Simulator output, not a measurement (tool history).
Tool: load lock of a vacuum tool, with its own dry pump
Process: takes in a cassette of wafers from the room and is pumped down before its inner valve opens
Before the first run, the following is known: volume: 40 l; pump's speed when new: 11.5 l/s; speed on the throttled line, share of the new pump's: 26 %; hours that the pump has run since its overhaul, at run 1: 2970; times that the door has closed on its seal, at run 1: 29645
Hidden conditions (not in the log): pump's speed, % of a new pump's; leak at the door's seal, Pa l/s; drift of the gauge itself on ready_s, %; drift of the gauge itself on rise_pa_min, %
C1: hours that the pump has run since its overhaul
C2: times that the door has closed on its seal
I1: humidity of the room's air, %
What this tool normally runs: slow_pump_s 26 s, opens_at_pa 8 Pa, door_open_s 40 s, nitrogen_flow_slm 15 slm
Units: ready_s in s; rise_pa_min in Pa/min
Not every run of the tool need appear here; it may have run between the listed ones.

run 1 hour=0.0 | slow_pump_s=26 opens_at_pa=8 door_open_s=40 nitrogen_flow_slm=15 | C1=2970 C2=29645 | I1=41.6 | ready_s=53.7 rise_pa_min=0.191
run 2 hour=462.7 | slow_pump_s=26 opens_at_pa=8 door_open_s=40 nitrogen_flow_slm=15 | C1=3433 C2=31512 | I1=46.7 | ready_s=53.3 rise_pa_min=0.205
run 3 hour=906.8 | slow_pump_s=26 opens_at_pa=8 door_open_s=40 nitrogen_flow_slm=15 | C1=3877 C2=33303 | I1=42.6 | ready_s=53.3 rise_pa_min=0.221
run 4 hour=1292.5 | slow_pump_s=26 opens_at_pa=8 door_open_s=40 nitrogen_flow_slm=15 | C1=4262 C2=34859 | I1=43.9 | ready_s=54.2 rise_pa_min=0.225
run 5 hour=1485.6 | slow_pump_s=26 opens_at_pa=8 door_open_s=40 nitrogen_flow_slm=15 | C1=4456 C2=35638 | I1=45.7 | ready_s=54.2 rise_pa_min=0.234
run 6 hour=1932.6 | slow_pump_s=26 opens_at_pa=8 door_open_s=160 nitrogen_flow_slm=15 | C1=4903 C2=37441 | I1=47.2 | ready_s=54.0 rise_pa_min=0.307
run 7 hour=2263.5 | slow_pump_s=26 opens_at_pa=8 door_open_s=40 nitrogen_flow_slm=15 | C1=5233 C2=38776 | I1=40.6 | ready_s=53.8 rise_pa_min=0.251
run 8 hour=2645.9 | slow_pump_s=26 opens_at_pa=8 door_open_s=40 nitrogen_flow_slm=31 | C1=5616 C2=40318 | I1=44.8 | ready_s=55.0 rise_pa_min=0.266
run 9 hour=3035.2 | slow_pump_s=26 opens_at_pa=8 door_open_s=40 nitrogen_flow_slm=31 | C1=6005 C2=41889 | I1=43.0 | ready_s=55.1 rise_pa_min=0.284
run 10 hour=3464.9 | slow_pump_s=26 opens_at_pa=8 door_open_s=40 nitrogen_flow_slm=31 | C1=6435 C2=43622 | I1=44.1 | ready_s=55.1 rise_pa_min=0.300
run 11 hour=3884.9 | slow_pump_s=26 opens_at_pa=13 door_open_s=40 nitrogen_flow_slm=15 | C1=6855 C2=45317 | I1=44.9 | ready_s=52.8 rise_pa_min=0.323
run 12 hour=4082.3 | slow_pump_s=26 opens_at_pa=13 door_open_s=40 nitrogen_flow_slm=15 | C1=7052 C2=46113 | I1=43.9 | ready_s=52.6 rise_pa_min=0.335
run 13 hour=4543.8 | slow_pump_s=26 opens_at_pa=13 door_open_s=28 nitrogen_flow_slm=15 | C1=7514 C2=47975 | I1=41.4 | ready_s=52.7 rise_pa_min=0.337
run 14 hour=4797.1 | slow_pump_s=26 opens_at_pa=8 door_open_s=40 nitrogen_flow_slm=43 | C1=7767 C2=48996 | I1=46.5 | ready_s=54.7 rise_pa_min=0.348
run 15 hour=5242.9 | slow_pump_s=26 opens_at_pa=8 door_open_s=27 nitrogen_flow_slm=43 | C1=8213 C2=50795 | I1=44.2 | ready_s=55.1 rise_pa_min=0.364
run 16 hour=5641.6 | slow_pump_s=26 opens_at_pa=8 door_open_s=40 nitrogen_flow_slm=15 | C1=8611 C2=52403 | I1=43.1 | ready_s=55.8 rise_pa_min=0.394
-- hour=5701.9 door's seal changed, seat wiped
run 17 hour=6095.4 | slow_pump_s=26 opens_at_pa=8 door_open_s=40 nitrogen_flow_slm=15 | C1=9064 C2=1588 | I1=44.8 | ready_s=54.8 rise_pa_min=0.029
run 18 hour=6409.0 | slow_pump_s=26 opens_at_pa=8 door_open_s=40 nitrogen_flow_slm=15 | C1=9377 C2=2853 | I1=46.6 | ready_s=55.9 rise_pa_min=0.040
run 19 hour=6723.6 | slow_pump_s=26 opens_at_pa=8 door_open_s=40 nitrogen_flow_slm=15 | C1=9692 C2=4122 | I1=46.2 | ready_s=55.5 rise_pa_min=0.040
run 20 hour=6920.2 | slow_pump_s=46 opens_at_pa=8 door_open_s=106 nitrogen_flow_slm=15 | C1=9889 C2=4915 | I1=45.6 | ready_s=69.3 rise_pa_min=0.074
run 21 hour=7129.7 | slow_pump_s=46 opens_at_pa=8 door_open_s=106 nitrogen_flow_slm=15 | C1=10098 C2=5760 | I1=44.3 | ready_s=69.1 rise_pa_min=0.070
run 22 hour=7500.1 | slow_pump_s=46 opens_at_pa=8 door_open_s=106 nitrogen_flow_slm=15 | C1=10469 C2=7254 | I1=47.6 | ready_s=69.8 rise_pa_min=0.086
run 23 hour=7774.5 | slow_pump_s=20 opens_at_pa=7 door_open_s=40 nitrogen_flow_slm=15 | C1=10743 C2=8361 | I1=39.6 | ready_s=52.4 rise_pa_min=0.055
run 24 hour=7978.9 | slow_pump_s=41 opens_at_pa=7 door_open_s=40 nitrogen_flow_slm=15 | C1=10947 C2=9186 | I1=44.0 | ready_s=66.8 rise_pa_min=0.058
run 25 hour=8330.5 | slow_pump_s=36 opens_at_pa=8 door_open_s=40 nitrogen_flow_slm=8 | C1=11299 C2=10604 | I1=42.6 | ready_s=62.4 rise_pa_min=0.062
run 26 hour=8737.4 | slow_pump_s=36 opens_at_pa=11 door_open_s=97 nitrogen_flow_slm=14 | C1=11706 C2=12246 | I1=43.0 | ready_s=62.3 rise_pa_min=0.094
run 27 hour=9051.1 | slow_pump_s=15 opens_at_pa=14 door_open_s=27 nitrogen_flow_slm=43 | C1=12020 C2=13511 | I1=46.8 | ready_s=46.7 rise_pa_min=0.065
run 28 hour=9366.0 | slow_pump_s=15 opens_at_pa=14 door_open_s=29 nitrogen_flow_slm=43 | C1=12334 C2=14781 | I1=45.5 | ready_s=46.0 rise_pa_min=0.067
run 29 hour=9602.6 | slow_pump_s=26 opens_at_pa=13 door_open_s=40 nitrogen_flow_slm=15 | C1=12571 C2=15736 | I1=44.6 | ready_s=54.7 rise_pa_min=0.091
run 30 hour=9947.7 | slow_pump_s=14 opens_at_pa=8 door_open_s=45 nitrogen_flow_slm=15 | C1=12916 C2=17128 | I1=46.4 | ready_s=48.3 rise_pa_min=0.093
run 31 hour=10295.1 | slow_pump_s=24 opens_at_pa=10 door_open_s=36 nitrogen_flow_slm=10 | C1=13264 C2=18529 | I1=43.7 | ready_s=53.9 rise_pa_min=0.098
run 32 hour=10566.9 | slow_pump_s=26 opens_at_pa=11 door_open_s=40 nitrogen_flow_slm=6 | C1=13535 C2=19625 | I1=47.3 | ready_s=56.0 rise_pa_min=0.111
run 33 hour=10883.2 | slow_pump_s=18 opens_at_pa=8 door_open_s=40 nitrogen_flow_slm=17 | C1=13852 C2=20902 | I1=45.2 | ready_s=51.2 rise_pa_min=0.113
run 34 hour=11204.4 | slow_pump_s=29 opens_at_pa=14 door_open_s=166 nitrogen_flow_slm=4 | C1=14173 C2=22197 | I1=45.5 | ready_s=57.0 rise_pa_min=0.210
run 35 hour=11631.3 | slow_pump_s=26 opens_at_pa=15 door_open_s=40 nitrogen_flow_slm=22 | C1=14600 C2=23919 | I1=44.6 | ready_s=55.0 rise_pa_min=0.129
run 36 hour=11872.6 | slow_pump_s=26 opens_at_pa=15 door_open_s=40 nitrogen_flow_slm=22 | C1=14841 C2=24892 | I1=44.7 | ready_s=55.1 rise_pa_min=0.134
run 37 hour=12166.2 | slow_pump_s=26 opens_at_pa=11 door_open_s=40 nitrogen_flow_slm=15 | C1=15135 C2=26077 | I1=49.9 | ready_s=56.2 rise_pa_min=0.146

Hidden state or all else? Some run-to-run changes of ready_s, split into what the settings, what came in and random variation would give without the hidden state, and what is left for the hidden state (with any gauge scatter that isn't in both results):
Run 22 -> 23: slow_pump_s 46 -> 20, opens_at_pa 8 -> 7, door_open_s 106 -> 40. ready_s -17.4 s: hidden state +1.1, all else -18.5.
Run 23 -> 24: slow_pump_s 20 -> 41. ready_s +14.4 s: hidden state -0.7, all else +15.1.
Run 26 -> 27: slow_pump_s 36 -> 15, opens_at_pa 11 -> 14, door_open_s 97 -> 27, nitrogen_flow_slm 14 -> 43. ready_s -15.6 s: hidden state +0.8, all else -16.4.
Run 29 -> 30: slow_pump_s 26 -> 14, opens_at_pa 13 -> 8, door_open_s 40 -> 45. ready_s -6.4 s: hidden state +0.9, all else -7.3.

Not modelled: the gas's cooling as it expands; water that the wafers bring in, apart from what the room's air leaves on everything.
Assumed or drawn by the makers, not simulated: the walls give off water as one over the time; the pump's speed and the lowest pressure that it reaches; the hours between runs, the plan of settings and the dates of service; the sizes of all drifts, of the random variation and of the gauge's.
